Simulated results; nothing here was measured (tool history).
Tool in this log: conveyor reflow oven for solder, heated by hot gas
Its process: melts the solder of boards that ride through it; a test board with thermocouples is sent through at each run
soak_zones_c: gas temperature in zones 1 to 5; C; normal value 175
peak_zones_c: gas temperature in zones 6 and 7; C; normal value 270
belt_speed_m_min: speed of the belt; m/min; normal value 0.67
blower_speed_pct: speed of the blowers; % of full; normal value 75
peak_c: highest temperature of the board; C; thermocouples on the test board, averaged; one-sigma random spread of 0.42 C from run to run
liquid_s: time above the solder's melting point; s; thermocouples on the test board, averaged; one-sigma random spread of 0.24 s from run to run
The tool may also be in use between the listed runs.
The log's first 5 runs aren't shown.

| run | hour | soak_zones_c | peak_zones_c | belt_speed_m_min | blower_speed_pct | peak_c | liquid_s |
|---|---|---|---|---|---|---|---|
| 6 | 353.1 | 175 | 270 | 0.67 | 78 | 253.2 | 48.4 |
| 7 | 427 | 175 | 270 | 0.67 | 78 | 252.8 | 48.3 |
|  | 487.2 | flux residue cleaned out of gas plates and filters |
| 8 | 506.3 | 175 | 270 | 0.67 | 78 | 254.8 | 49.3 |
| 9 | 554.8 | 175 | 270 | 0.67 | 78 | 254.1 | 48.7 |
|  | 629.7 | thermocouples of zones 6 and 7 changed |
| 10 | 642.2 | 175 | 270 | 0.67 | 78 | 255.3 | 50.1 |
| 11 | 703.5 | 175 | 270 | 0.67 | 78 | 255.8 | 49.6 |
| 12 | 758.4 | 175 | 270 | 0.67 | 66 | 251.8 | 47.5 |
| 13 | 807.7 | 175 | 270 | 0.67 | 66 | 252.7 | 46.7 |
| 14 | 890.9 | 175 | 270 | 0.67 | 66 | 251.7 | 46.8 |
| 15 | 944.6 | 175 | 270 | 0.715 | 66 | 249.5 | 41.5 |
| 16 | 1012.6 | 184 | 270 | 0.67 | 73 | 254.5 | 52.4 |
| 17 | 1071.8 | 175 | 283 | 0.576 | 52 | 263.7 | 62.1 |
|  | 1082.9 | flux residue cleaned out of gas plates and filters |
| 18 | 1119.8 | 185 | 269 | 0.718 | 52 | 246.6 | 42.1 |
| 19 | 1173.4 | 168 | 269 | 0.718 | 54 | 242.2 | 34.6 |
| 20 | 1230.9 | 168 | 269 | 0.718 | 54 | 242.8 | 34.5 |
| 21 | 1290.6 | 162 | 267 | 0.718 | 54 | 238.9 | 30.2 |
| 22 | 1340.5 | 162 | 267 | 0.744 | 54 | 237.1 | 27.3 |
| 23 | 1430.9 | 162 | 267 | 0.744 | 54 | 236.4 | 26.8 |
| 24 | 1507.4 | 162 | 267 | 0.744 | 54 | 236.2 | 27.1 |
| 25 | 1547.6 | 162 | 267 | 0.744 | 54 | 237.1 | 26.8 |
| 26 | 1637.6 | 162 | 267 | 0.644 | 67 | 247.7 | 42.8 |
|  | 1678.9 | flux residue cleaned out of gas plates and filters |
| 27 | 1685.5 | 162 | 267 | 0.644 | 67 | 249.7 | 44.4 |
| 28 | 1760.8 | 162 | 267 | 0.644 | 67 | 249.1 | 45 |
|  | 1776.4 | belt drive overhauled, speed set with a stopwatch |
| 29 | 1815.6 | 175 | 274 | 0.741 | 75 | 253.6 | 43.2 |
| 30 | 1897.4 | 175 | 274 | 0.586 | 88 | 262.9 | 62.1 |

Forecast each of these 3 alternatives for the next run:
| A | 1942 | 185 | 274 | 0.586 | 77 | ? | ? |
| B | 1942 | 175 | 263 | 0.697 | 66 | ? | ? |
| C | 1942 | 175 | 258 | 0.727 | 60 | ? | ? |

| run | peak_c | liquid_s |
|---|---|---|
| A | 263 | 63.9 |
| B | 242.9 | 38.6 |
| C | 235.7 | 29.8 |
Without the tool's hidden state the same runs would have given:
| run | peak_c | liquid_s |
|---|---|---|
| A | 264.6 | 64.6 |
| B | 244.6 | 40.1 |
| C | 237.4 | 31.6 |

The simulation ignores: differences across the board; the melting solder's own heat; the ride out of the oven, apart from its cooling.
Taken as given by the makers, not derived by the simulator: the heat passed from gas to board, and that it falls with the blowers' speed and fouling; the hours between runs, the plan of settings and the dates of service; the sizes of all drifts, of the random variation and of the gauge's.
